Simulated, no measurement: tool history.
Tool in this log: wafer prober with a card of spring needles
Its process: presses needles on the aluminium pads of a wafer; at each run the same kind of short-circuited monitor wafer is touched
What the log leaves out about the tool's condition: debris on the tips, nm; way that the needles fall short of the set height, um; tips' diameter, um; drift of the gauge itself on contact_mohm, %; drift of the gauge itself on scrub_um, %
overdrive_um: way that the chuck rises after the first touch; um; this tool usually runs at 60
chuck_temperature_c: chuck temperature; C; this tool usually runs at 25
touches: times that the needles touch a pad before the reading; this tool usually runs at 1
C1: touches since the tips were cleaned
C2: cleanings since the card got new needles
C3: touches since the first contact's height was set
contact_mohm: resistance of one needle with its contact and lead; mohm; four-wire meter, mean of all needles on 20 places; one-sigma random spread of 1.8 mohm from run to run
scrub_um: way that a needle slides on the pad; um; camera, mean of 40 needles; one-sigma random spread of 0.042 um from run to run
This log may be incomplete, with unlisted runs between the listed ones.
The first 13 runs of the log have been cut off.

At hour 82.7: tips cleaned on abrasive film.
Run 14, hour 86.6: usual settings but touches 2; C1 2331; C2 42; C3 108302. Result: contact_mohm 179 mohm, scrub_um 7.30 um.
At hour 87.2: tips cleaned on abrasive film.
At hour 91.2: tips cleaned on abrasive film.
Run 15, hour 94.8: usual settings but touches 2; C1 2176; C2 44; C3 113167. Result: contact_mohm 181 mohm, scrub_um 7.32 um.
At hour 95.4: tips cleaned on abrasive film.
At hour 100.0: tips cleaned on abrasive film.
Run 16, hour 101.3: usual settings but touches 2; C1 787; C2 46; C3 117003. Result: contact_mohm 179 mohm, scrub_um 7.28 um.
At hour 104.0: tips cleaned on abrasive film.
At hour 108.3: tips cleaned on abrasive film.
Run 17, hour 110.1: usual settings but overdrive_um 42 um, touches 2; C1 1062; C2 48; C3 122211. Result: contact_mohm 187 mohm, scrub_um 5.07 um.
At hour 112.6: tips cleaned on abrasive film.
At hour 114.2: height of the first contact set anew.
At hour 116.9: tips cleaned on abrasive film.
Run 18, hour 118.4: usual settings but overdrive_um 44 um, chuck_temperature_c 43 C; C1 907; C2 50; C3 2519. Result: contact_mohm 193 mohm, scrub_um 5.39 um.
At hour 121.2: tips cleaned on abrasive film.
Run 19, hour 124.2: usual settings but overdrive_um 44 um, chuck_temperature_c 43 C; C1 1827; C2 51; C3 5947. Result: contact_mohm 193 mohm, scrub_um 5.40 um.
At hour 125.5: tips cleaned on abrasive film.
At hour 129.6: tips cleaned on abrasive film.
Run 20, hour 131.3: usual settings but overdrive_um 44 um, chuck_temperature_c 43 C; C1 1063; C2 53; C3 10172. Result: contact_mohm 194 mohm, scrub_um 5.36 um.
At hour 133.7: tips cleaned on abrasive film.
At hour 137.8: tips cleaned on abrasive film.
Run 21, hour 139.8: usual settings but overdrive_um 50 um, touches 2; C1 1209; C2 55; C3 15194. Result: contact_mohm 182 mohm, scrub_um 6.07 um.
At hour 141.8: tips cleaned on abrasive film.
At hour 146.0: tips cleaned on abrasive film.
Run 22, hour 147.9: usual settings but overdrive_um 50 um, touches 2; C1 1161; C2 57; C3 19993. Result: contact_mohm 185 mohm, scrub_um 6.11 um.
At hour 150.3: tips cleaned on abrasive film.
At hour 154.4: tips cleaned on abrasive film.
Run 23, hour 155.8: usual settings but overdrive_um 41 um, chuck_temperature_c 69 C; C1 850; C2 59; C3 24683. Result: contact_mohm 205 mohm, scrub_um 5.04 um.
At hour 158.9: tips cleaned on abrasive film.
At hour 163.2: tips cleaned on abrasive film.
Run 24, hour 164.7: usual settings but overdrive_um 58 um, chuck_temperature_c 89 C; C1 939; C2 61; C3 29984. Result: contact_mohm 195 mohm, scrub_um 7.06 um.
At hour 167.8: tips cleaned on abrasive film.
Run 25, hour 170.2: usual settings but overdrive_um 58 um, chuck_temperature_c 89 C; C1 1474; C2 62; C3 33269. Result: contact_mohm 197 mohm, scrub_um 7.03 um.
At hour 172.0: tips cleaned on abrasive film.
At hour 176.5: tips cleaned on abrasive film.
Run 26, hour 176.9: usual settings but overdrive_um 43 um, chuck_temperature_c 74 C; C1 275; C2 64; C3 37218. Result: contact_mohm 202 mohm, scrub_um 5.20 um.
At hour 180.8: tips cleaned on abrasive film.
Run 27, hour 183.0: usual settings but overdrive_um 41 um, touches 2; C1 1378; C2 65; C3 40861. Result: contact_mohm 192 mohm, scrub_um 4.98 um.
At hour 185.0: tips cleaned on abrasive film.
At hour 189.1: tips cleaned on abrasive film.
Run 28, hour 189.4: usual settings but overdrive_um 44 um, chuck_temperature_c 87 C; C1 208; C2 67; C3 44637. Result: contact_mohm 205 mohm, scrub_um 5.34 um.
At hour 193.4: tips cleaned on abrasive film.
Run 29, hour 193.4: usual settings but overdrive_um 44 um, chuck_temperature_c 87 C; C1 0; C2 68; C3 46991. Result: contact_mohm 204 mohm, scrub_um 5.33 um.
At hour 197.6: tips cleaned on abrasive film.
At hour 201.6: tips cleaned on abrasive film.
Run 30, hour 201.6: usual settings but overdrive_um 44 um, chuck_temperature_c 87 C; C1 0; C2 70; C3 51859. Result: contact_mohm 204 mohm, scrub_um 5.37 um.
At hour 205.6: tips cleaned on abrasive film.
Run 31, hour 206.1: usual settings but overdrive_um 75 um, chuck_temperature_c 62 C; C1 288; C2 71; C3 54487. Result: contact_mohm 184 mohm, scrub_um 9.19 um.

Alternative continuations, all from the tool just after run 31; predict every row:
At hour 210.2: tips cleaned on abrasive film.
Run A, hour 212.5: usual settings but overdrive_um 75 um, chuck_temperature_c 102 C; C1 1375; C2 72; C3 58335. Result: contact_mohm ?, scrub_um ?.
At hour 210.2: tips cleaned on abrasive film.
Run B, hour 212.5: usual settings but overdrive_um 44 um, chuck_temperature_c 62 C; C1 1375; C2 72; C3 58335. Result: contact_mohm ?, scrub_um ?.
At hour 210.2: tips cleaned on abrasive film.
Run C, hour 212.5: usual settings but overdrive_um 75 um, chuck_temperature_c 105 C; C1 1375; C2 72; C3 58335. Result: contact_mohm ?, scrub_um ?.

run  contact_mohm  scrub_um
  A           193      9.16
  B           203      5.41
  C           192      9.14
Without the tool's unlogged condition, the same runs would have read:
run  contact_mohm  scrub_um
  A           193      9.16
  B           202      5.41
  C           192      9.14
